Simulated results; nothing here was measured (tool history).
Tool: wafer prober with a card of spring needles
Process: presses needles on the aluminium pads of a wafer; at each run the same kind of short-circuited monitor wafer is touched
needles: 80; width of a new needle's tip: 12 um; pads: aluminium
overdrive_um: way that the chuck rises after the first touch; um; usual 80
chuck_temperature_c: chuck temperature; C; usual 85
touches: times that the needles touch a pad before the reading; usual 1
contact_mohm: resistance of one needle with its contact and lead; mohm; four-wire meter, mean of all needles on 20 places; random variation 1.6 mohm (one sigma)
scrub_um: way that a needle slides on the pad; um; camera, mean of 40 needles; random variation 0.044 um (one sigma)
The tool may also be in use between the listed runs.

{"run": 1, "hour": 0.0, "overdrive_um": 80, "chuck_temperature_c": 85, "touches": 1, "contact_mohm": 161, "scrub_um": 22.02}
{"hour": 1.9, "done": "tips cleaned on abrasive film"}
{"hour": 9.3, "done": "tips cleaned on abrasive film"}
{"hour": 18.4, "done": "tips cleaned on abrasive film"}
{"hour": 25.8, "done": "tips cleaned on abrasive film"}
{"run": 2, "hour": 31.2, "overdrive_um": 80, "chuck_temperature_c": 85, "touches": 1, "contact_mohm": 160, "scrub_um": 22.08}
{"hour": 34.9, "done": "tips cleaned on abrasive film"}
{"hour": 44.1, "done": "tips cleaned on abrasive film"}
{"run": 3, "hour": 49.2, "overdrive_um": 80, "chuck_temperature_c": 85, "touches": 1, "contact_mohm": 161, "scrub_um": 21.98}
{"hour": 53.0, "done": "tips cleaned on abrasive film"}
{"hour": 60.4, "done": "tips cleaned on abrasive film"}
{"hour": 69.6, "done": "tips cleaned on abrasive film"}
{"hour": 71.7, "done": "height of the first contact set anew"}
{"hour": 77.3, "done": "tips cleaned on abrasive film"}
{"hour": 84.7, "done": "tips cleaned on abrasive film"}
{"run": 4, "hour": 88.1, "overdrive_um": 80, "chuck_temperature_c": 85, "touches": 1, "contact_mohm": 162, "scrub_um": 22.05}
{"hour": 93.7, "done": "tips cleaned on abrasive film"}
{"hour": 101.1, "done": "tips cleaned on abrasive film"}
{"hour": 108.5, "done": "tips cleaned on abrasive film"}
{"hour": 117.5, "done": "tips cleaned on abrasive film"}
{"run": 5, "hour": 123.7, "overdrive_um": 80, "chuck_temperature_c": 85, "touches": 1, "contact_mohm": 161, "scrub_um": 22.03}
{"hour": 125.5, "done": "tips cleaned on abrasive film"}
{"hour": 132.9, "done": "tips cleaned on abrasive film"}
{"hour": 140.3, "done": "tips cleaned on abrasive film"}
{"hour": 147.7, "done": "tips cleaned on abrasive film"}
{"run": 6, "hour": 149.0, "overdrive_um": 80, "chuck_temperature_c": 85, "touches": 1, "contact_mohm": 158, "scrub_um": 22.09}
{"hour": 156.3, "done": "tips cleaned on abrasive film"}
{"hour": 165.4, "done": "tips cleaned on abrasive film"}
{"hour": 172.8, "done": "tips cleaned on abrasive film"}
{"run": 7, "hour": 173.9, "overdrive_um": 80, "chuck_temperature_c": 34, "touches": 1, "contact_mohm": 153, "scrub_um": 22.04}
{"hour": 181.2, "done": "tips cleaned on abrasive film"}
{"hour": 188.6, "done": "tips cleaned on abrasive film"}
{"hour": 197.6, "done": "tips cleaned on abrasive film"}
{"hour": 197.9, "done": "height of the first contact set anew"}
{"hour": 207.0, "done": "tips cleaned on abrasive film"}
{"run": 8, "hour": 212.2, "overdrive_um": 80, "chuck_temperature_c": 34, "touches": 1, "contact_mohm": 151, "scrub_um": 22.14}
{"hour": 215.9, "done": "tips cleaned on abrasive film"}
{"hour": 223.3, "done": "tips cleaned on abrasive film"}
{"hour": 230.7, "done": "tips cleaned on abrasive film"}
{"hour": 238.1, "done": "tips cleaned on abrasive film"}
{"hour": 247.3, "done": "tips cleaned on abrasive film"}
{"run": 9, "hour": 249.0, "overdrive_um": 80, "chuck_temperature_c": 85, "touches": 1, "contact_mohm": 161, "scrub_um": 22.07}
{"hour": 256.4, "done": "tips cleaned on abrasive film"}
{"hour": 263.8, "done": "tips cleaned on abrasive film"}
{"hour": 273.0, "done": "tips cleaned on abrasive film"}
{"hour": 282.1, "done": "tips cleaned on abrasive film"}
{"run": 10, "hour": 289.0, "overdrive_um": 78, "chuck_temperature_c": 85, "touches": 1, "contact_mohm": 161, "scrub_um": 21.48}
{"hour": 291.0, "done": "tips cleaned on abrasive film"}
{"hour": 298.4, "done": "tips cleaned on abrasive film"}
{"hour": 305.8, "done": "tips cleaned on abrasive film"}
{"hour": 315.0, "done": "tips cleaned on abrasive film"}
{"run": 11, "hour": 320.7, "overdrive_um": 78, "chuck_temperature_c": 85, "touches": 1, "contact_mohm": 162, "scrub_um": 21.46}
{"hour": 322.6, "done": "tips cleaned on abrasive film"}
{"hour": 322.9, "done": "height of the first contact set anew"}
{"hour": 330.3, "done": "tips cleaned on abrasive film"}
{"hour": 339.5, "done": "tips cleaned on abrasive film"}
{"hour": 348.6, "done": "tips cleaned on abrasive film"}
{"run": 12, "hour": 350.5, "overdrive_um": 80, "chuck_temperature_c": 85, "touches": 1, "contact_mohm": 157, "scrub_um": 22.04}
{"hour": 357.6, "done": "tips cleaned on abrasive film"}
{"hour": 366.7, "done": "tips cleaned on abrasive film"}
{"hour": 375.9, "done": "tips cleaned on abrasive film"}
{"hour": 385.0, "done": "tips cleaned on abrasive film"}
{"run": 13, "hour": 389.8, "overdrive_um": 80, "chuck_temperature_c": 85, "touches": 1, "contact_mohm": 160, "scrub_um": 22.12}
{"hour": 393.3, "done": "tips cleaned on abrasive film"}
{"hour": 400.7, "done": "tips cleaned on abrasive film"}
{"hour": 409.7, "done": "tips cleaned on abrasive film"}
{"hour": 417.1, "done": "tips cleaned on abrasive film"}
{"hour": 426.0, "done": "tips cleaned on abrasive film"}
{"run": 14, "hour": 427.2, "overdrive_um": 64, "chuck_temperature_c": 52, "touches": 2, "contact_mohm": 156, "scrub_um": 17.6}
{"hour": 434.6, "done": "tips cleaned on abrasive film"}
{"hour": 442.0, "done": "tips cleaned on abrasive film"}
{"hour": 447.5, "done": "height of the first contact set anew"}
{"hour": 451.3, "done": "tips cleaned on abrasive film"}
{"hour": 460.5, "done": "tips cleaned on abrasive film"}
{"run": 15, "hour": 467.7, "overdrive_um": 64, "chuck_temperature_c": 28, "touches": 2, "contact_mohm": 154, "scrub_um": 17.67}
{"hour": 469.6, "done": "tips cleaned on abrasive film"}
{"hour": 478.6, "done": "tips cleaned on abrasive film"}
{"hour": 487.5, "done": "tips cleaned on abrasive film"}
{"run": 16, "hour": 491.8, "overdrive_um": 64, "chuck_temperature_c": 28, "touches": 2, "contact_mohm": 155, "scrub_um": 17.73}
{"hour": 495.4, "done": "tips cleaned on abrasive film"}
{"hour": 504.6, "done": "tips cleaned on abrasive film"}
{"hour": 513.8, "done": "tips cleaned on abrasive film"}
{"hour": 522.9, "done": "tips cleaned on abrasive film"}
{"run": 17, "hour": 523.2, "overdrive_um": 88, "chuck_temperature_c": 39, "touches": 3, "contact_mohm": 152, "scrub_um": 24.29}
{"hour": 530.4, "done": "tips cleaned on abrasive film"}
{"hour": 537.8, "done": "tips cleaned on abrasive film"}
{"hour": 545.2, "done": "tips cleaned on abrasive film"}
{"run": 18, "hour": 552.4, "overdrive_um": 80, "chuck_temperature_c": 85, "touches": 1, "contact_mohm": 161, "scrub_um": 22.05}
{"hour": 554.3, "done": "tips cleaned on abrasive film"}
{"hour": 563.5, "done": "tips cleaned on abrasive film"}
{"hour": 572.7, "done": "tips cleaned on abrasive film"}
{"hour": 573.0, "done": "height of the first contact set anew"}
{"run": 19, "hour": 578.5, "overdrive_um": 80, "chuck_temperature_c": 85, "touches": 1, "contact_mohm": 162, "scrub_um": 22.17}
{"hour": 582.2, "done": "tips cleaned on abrasive film"}
{"hour": 589.6, "done": "tips cleaned on abrasive film"}
{"run": 20, "hour": 595.8, "overdrive_um": 66, "chuck_temperature_c": 85, "touches": 2, "contact_mohm": 162, "scrub_um": 18.28}
{"hour": 597.8, "done": "tips cleaned on abrasive film"}
{"hour": 606.9, "done": "tips cleaned on abrasive film"}
{"hour": 616.1, "done": "tips cleaned on abrasive film"}
{"run": 21, "hour": 618.0, "overdrive_um": 86, "chuck_temperature_c": 85, "touches": 3, "contact_mohm": 163, "scrub_um": 23.92}
{"hour": 623.6, "done": "tips cleaned on abrasive film"}
{"hour": 631.0, "done": "tips cleaned on abrasive film"}
{"hour": 640.2, "done": "tips cleaned on abrasive film"}
{"run": 22, "hour": 640.2, "overdrive_um": 86, "chuck_temperature_c": 85, "touches": 3, "contact_mohm": 162, "scrub_um": 23.8}
{"hour": 649.4, "done": "tips cleaned on abrasive film"}
{"hour": 658.6, "done": "tips cleaned on abrasive film"}
{"run": 23, "hour": 662.2, "overdrive_um": 62, "chuck_temperature_c": 104, "touches": 2, "contact_mohm": 167, "scrub_um": 17.13}

Measured less the same run without the tool's hidden state. The same run-to-run variation is in both; the gauge's scatter may not be:
The hidden state here: debris on the tips, nm; way that the needles fall short of the set height, um; tips' diameter, um; drift of the gauge itself on contact_mohm, %; drift of the gauge itself on scrub_um, %.
run=1 scrub_um=-0.01
run=2 scrub_um=+0
run=3 scrub_um=+0.01
run=4 scrub_um=+0.02
run=5 scrub_um=+0.02
run=6 scrub_um=+0.03
run=7 scrub_um=+0.03
run=8 scrub_um=+0.05
run=9 scrub_um=+0.06
run=10 scrub_um=+0.06
run=11 scrub_um=+0.06
run=12 scrub_um=+0.08
run=13 scrub_um=+0.09
run=14 scrub_um=+0.07
run=15 scrub_um=+0.09
run=16 scrub_um=+0.08
run=17 scrub_um=+0.12
run=18 scrub_um=+0.12
run=19 scrub_um=+0.13
run=20 scrub_um=+0.11
run=21 scrub_um=+0.15
run=22 scrub_um=+0.15
run=23 scrub_um=+0.11
contact_mohm: within 1 mohm of the measured result in every run.
